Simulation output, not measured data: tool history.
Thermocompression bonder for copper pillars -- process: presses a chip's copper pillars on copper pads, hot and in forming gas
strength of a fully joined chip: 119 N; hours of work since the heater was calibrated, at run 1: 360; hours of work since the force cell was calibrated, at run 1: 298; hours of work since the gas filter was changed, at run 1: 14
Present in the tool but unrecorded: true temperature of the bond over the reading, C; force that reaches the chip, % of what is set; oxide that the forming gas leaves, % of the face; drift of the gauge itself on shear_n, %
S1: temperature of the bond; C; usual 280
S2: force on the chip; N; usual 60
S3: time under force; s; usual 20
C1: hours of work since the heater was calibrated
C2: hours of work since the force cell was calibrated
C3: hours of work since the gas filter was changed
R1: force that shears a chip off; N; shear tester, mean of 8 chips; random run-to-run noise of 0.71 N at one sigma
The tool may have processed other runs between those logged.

Run 1, hour 0: usual settings; C1 360; C2 298; C3 14. Result: R1 55.5 N.
Run 2, hour 15: usual settings; C1 368; C2 305; C3 21. Result: R1 55.9 N.
Run 3, hour 32.1: usual settings but S2 40 N; C1 376; C2 314; C3 30. Result: R1 44.4 N.
Run 4, hour 53: usual settings but S2 40 N; C1 387; C2 324; C3 41. Result: R1 44.2 N.
Run 5, hour 70.9: usual settings but S2 40 N; C1 396; C2 333; C3 50. Result: R1 44.1 N.
Run 6, hour 84.6: usual settings but S2 40 N; C1 403; C2 340; C3 57. Result: R1 44.1 N.
Run 7, hour 106.4: usual settings but S2 43 N; C1 414; C2 351; C3 68. Result: R1 44.5 N.
Run 8, hour 124.9: usual settings but S2 43 N; C1 423; C2 361; C3 77. Result: R1 46.4 N.
Run 9, hour 148.4: usual settings but S1 269 C; C1 435; C2 373; C3 89. Result: R1 46.6 N.
Run 10, hour 163: usual settings; C1 443; C2 380; C3 96. Result: R1 54.7 N.
At hour 166.2: force cell calibrated.
Run 11, hour 188.5: usual settings but S2 41 N, S3 59 s; C1 455; C2 11; C3 109. Result: R1 65.7 N.
Run 12, hour 202.6: usual settings but S1 264 C, S3 57 s; C1 462; C2 18; C3 116. Result: R1 63.1 N.
Run 13, hour 221.1: usual settings but S1 299 C, S3 24 s; C1 471; C2 28; C3 125. Result: R1 70.8 N.
Run 14, hour 231.2: usual settings but S1 299 C, S3 24 s; C1 476; C2 33; C3 130. Result: R1 70 N.
Run 15, hour 253.3: usual settings but S1 299 C, S3 24 s; C1 488; C2 44; C3 141. Result: R1 69.8 N.
At hour 268.7: force cell calibrated, once more.
Run 16, hour 274.5: usual settings but S1 301 C, S3 30 s; C1 498; C2 3; C3 151. Result: R1 73.6 N.
Run 17, hour 288.9: usual settings but S3 13 s; C1 505; C2 10; C3 159. Result: R1 44.8 N.
Run 18, hour 311.3: usual settings but S1 279 C, S2 67 N, S3 22 s; C1 516; C2 22; C3 170. Result: R1 54.2 N.
Run 19, hour 327.8: usual settings but S1 262 C, S2 74 N, S3 11 s; C1 525; C2 30; C3 178. Result: R1 36.7 N.

Forecast each of these 4 alternatives for the next run:
Run A, hour 349.3: usual settings but S1 270 C, S3 21 s; C1 535; C2 41; C3 189. Result: R1 ?.
Run B, hour 349.3: usual settings but S1 252 C, S2 74 N, S3 11 s; C1 535; C2 41; C3 189. Result: R1 ?.
Run C, hour 349.3: usual settings but S1 258 C, S2 74 N, S3 27 s; C1 535; C2 41; C3 189. Result: R1 ?.
Run D, hour 349.3: usual settings but S1 292 C, S2 66 N, S3 51 s; C1 535; C2 41; C3 189. Result: R1 ?.

run    R1
  A  47.1
  B  31.4
  C  48.6
  D  79.4
The same runs, with their run-to-run variation unchanged, on a tool lacking any hidden condition would have given:
run    R1
  A  44.9
  B  29.2
  C  46.2
  D  80.3
